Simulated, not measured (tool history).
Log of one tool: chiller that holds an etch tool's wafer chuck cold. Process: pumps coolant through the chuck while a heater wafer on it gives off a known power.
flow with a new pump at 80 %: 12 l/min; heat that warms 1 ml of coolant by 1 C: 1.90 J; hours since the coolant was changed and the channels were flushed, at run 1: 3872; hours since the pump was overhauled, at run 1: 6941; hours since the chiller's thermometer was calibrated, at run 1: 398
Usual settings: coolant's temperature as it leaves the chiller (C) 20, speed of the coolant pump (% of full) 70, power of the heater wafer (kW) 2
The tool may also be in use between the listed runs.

run,hour,coolant's temperature as it leaves the chiller (C),speed of the coolant pump (% of full),power of the heater wafer (kW),hours since the coolant was changed and the channels were flushed,hours since the pump was overhauled,hours since the chiller's thermometer was calibrated,chuck's temperature once it has settled (K),how much warmer the coolant comes back (C)
1,0,20,70,2,3872,6941,398,312.85,6.68
2,164.7,20,70,2,4037,7106,563,312.95,6.71
3,249.6,20,70,2,4122,7191,648,313.05,6.64
4,377,20,70,2,4249,7318,775,313.05,6.72
5,500.5,20,70,2,4373,7442,899,313.15,6.67
6,676.9,20,70,1.64,4549,7618,1075,309.55,5.54
7,766,20,70,1.64,4638,7707,1164,309.75,5.51
8,937.5,20,70,1.64,4810,7879,1336,309.75,5.52
9,1100.1,20,70,2,4972,8041,1498,313.45,6.7
10,1213,20,70,2,5085,8154,1611,313.65,6.76
11,1347.4,20,70,2,5220,8289,1746,313.65,6.76
# hour 1360.1: chiller's thermometer calibrated
12,1523.3,20,64,2.001,5395,8464,163,315.15,7.47
13,1668,13,64,1.239,5539,8608,308,299.85,4.65
14,1856,13,64,1.239,5727,8796,496,299.75,4.67
15,1940.6,13,63,1.239,5812,8881,581,299.95,4.74
# hour 2008.2: coolant changed, channels flushed
# hour 2024.7: coolant pump overhauled
16,2042.8,13,63,1.239,30,18,672,297.75,4.31
17,2201.8,14,79,1.203,189,177,831,296.75,3.26

The same runs without the tool's hidden state, with the same run-to-run variation:
The hidden state here: heat passed by the chuck's channels, % of clean ones'; flow at a given pump speed, % of a new pump's; coolant's true temperature over the reading, C; drift of the gauge itself on chuck_c, C; drift of the gauge itself on warmer_back_c, C.
run,chuck's temperature once it has settled (K),how much warmer the coolant comes back (C)
1,310.55,6.16
2,310.45,6.17
3,310.55,6.09
4,310.55,6.17
5,310.55,6.12
6,307.35,5.07
7,307.55,5.04
8,307.45,5.03
9,310.65,6.09
10,310.75,6.15
11,310.65,6.13
12,311.85,6.76
13,297.85,4.2
14,297.65,4.22
15,297.85,4.27
16,297.85,4.28
17,296.85,3.23
